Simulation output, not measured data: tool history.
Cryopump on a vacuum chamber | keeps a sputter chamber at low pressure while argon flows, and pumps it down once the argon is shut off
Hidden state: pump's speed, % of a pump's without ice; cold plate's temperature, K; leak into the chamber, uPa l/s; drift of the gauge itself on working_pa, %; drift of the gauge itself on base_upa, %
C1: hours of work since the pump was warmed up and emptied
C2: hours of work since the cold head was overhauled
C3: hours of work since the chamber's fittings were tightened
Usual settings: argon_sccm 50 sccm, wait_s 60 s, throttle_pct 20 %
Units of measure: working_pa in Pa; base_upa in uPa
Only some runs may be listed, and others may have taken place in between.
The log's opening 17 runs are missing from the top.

{"run": 18, "day": 14.079, "argon_sccm": 38, "wait_s": 22, "throttle_pct": 37, "C1": 47, "C2": 741, "C3": 71, "working_pa": 0.074, "base_upa": 2.62}
{"run": 19, "day": 15.225, "argon_sccm": 38, "wait_s": 22, "throttle_pct": 37, "C1": 60, "C2": 754, "C3": 85, "working_pa": 0.0731, "base_upa": 2.7}
{"run": 20, "day": 15.854, "argon_sccm": 38, "wait_s": 22, "throttle_pct": 37, "C1": 68, "C2": 762, "C3": 92, "working_pa": 0.0727, "base_upa": 2.65}
{"run": 21, "day": 16.983, "argon_sccm": 27, "wait_s": 22, "throttle_pct": 36, "C1": 81, "C2": 775, "C3": 106, "working_pa": 0.0532, "base_upa": 2.68}
{"run": 22, "day": 17.838, "argon_sccm": 50, "wait_s": 123, "throttle_pct": 28, "C1": 92, "C2": 785, "C3": 116, "working_pa": 0.1274, "base_upa": 0.64}
{"run": 23, "day": 18.875, "argon_sccm": 50, "wait_s": 123, "throttle_pct": 28, "C1": 104, "C2": 798, "C3": 128, "working_pa": 0.1274, "base_upa": 0.68}
{"run": 24, "day": 19.733, "argon_sccm": 50, "wait_s": 123, "throttle_pct": 28, "C1": 114, "C2": 808, "C3": 139, "working_pa": 0.1296, "base_upa": 0.69}
{"run": 25, "day": 20.967, "argon_sccm": 50, "wait_s": 123, "throttle_pct": 28, "C1": 129, "C2": 823, "C3": 153, "working_pa": 0.1293, "base_upa": 0.69}
{"run": 26, "day": 22.058, "argon_sccm": 22, "wait_s": 59, "throttle_pct": 27, "C1": 142, "C2": 836, "C3": 166, "working_pa": 0.0582, "base_upa": 1.18}
{"run": 27, "day": 23.062, "argon_sccm": 44, "wait_s": 60, "throttle_pct": 20, "C1": 154, "C2": 847, "C3": 178, "working_pa": 0.1564, "base_upa": 1.14}
{"run": 28, "day": 24.121, "argon_sccm": 44, "wait_s": 60, "throttle_pct": 20, "C1": 166, "C2": 860, "C3": 191, "working_pa": 0.1589, "base_upa": 1.23}
{"run": 29, "day": 24.942, "argon_sccm": 24, "wait_s": 193, "throttle_pct": 20, "C1": 176, "C2": 870, "C3": 200, "working_pa": 0.0859, "base_upa": 0.59}
{"run": 30, "day": 25.958, "argon_sccm": 24, "wait_s": 193, "throttle_pct": 20, "C1": 188, "C2": 882, "C3": 213, "working_pa": 0.0879, "base_upa": 0.58}
{"run": 31, "day": 26.533, "argon_sccm": 50, "wait_s": 31, "throttle_pct": 20, "C1": 195, "C2": 889, "C3": 219, "working_pa": 0.1812, "base_upa": 2.06}
{"run": 32, "day": 27.271, "argon_sccm": 50, "wait_s": 31, "throttle_pct": 20, "C1": 204, "C2": 897, "C3": 228, "working_pa": 0.1835, "base_upa": 2.04}
{"run": 33, "day": 28.25, "argon_sccm": 50, "wait_s": 31, "throttle_pct": 20, "C1": 215, "C2": 909, "C3": 240, "working_pa": 0.182, "base_upa": 2.05}

Predict each of these 5 candidate next runs independently; none follows another, all start after run 33:
{"run": "A", "day": 29.033, "argon_sccm": 60, "wait_s": 29, "throttle_pct": 17, "C1": 225, "C2": 918, "C3": 249, "working_pa": "?", "base_upa": "?"}
{"run": "B", "day": 29.033, "argon_sccm": 79, "wait_s": 218, "throttle_pct": 40, "C1": 225, "C2": 918, "C3": 249, "working_pa": "?", "base_upa": "?"}
{"run": "C", "day": 29.033, "argon_sccm": 45, "wait_s": 31, "throttle_pct": 15, "C1": 225, "C2": 918, "C3": 249, "working_pa": "?", "base_upa": "?"}
{"run": "D", "day": 29.033, "argon_sccm": 78, "wait_s": 38, "throttle_pct": 20, "C1": 225, "C2": 918, "C3": 249, "working_pa": "?", "base_upa": "?"}
{"run": "E", "day": 29.033, "argon_sccm": 31, "wait_s": 118, "throttle_pct": 20, "C1": 225, "C2": 918, "C3": 249, "working_pa": "?", "base_upa": "?"}

run=A working_pa=0.2547 base_upa=2.22
run=B working_pa=0.1538 base_upa=0.58
run=C working_pa=0.2176 base_upa=2.07
run=D working_pa=0.2889 base_upa=1.79
run=E working_pa=0.1131 base_upa=0.78
Without the tool's unlogged condition, the same runs would have read:
run=A working_pa=0.2419 base_upa=1.97
run=B working_pa=0.1368 base_upa=0.34
run=C working_pa=0.2078 base_upa=1.82
run=D working_pa=0.2719 base_upa=1.54
run=E working_pa=0.1064 base_upa=0.54
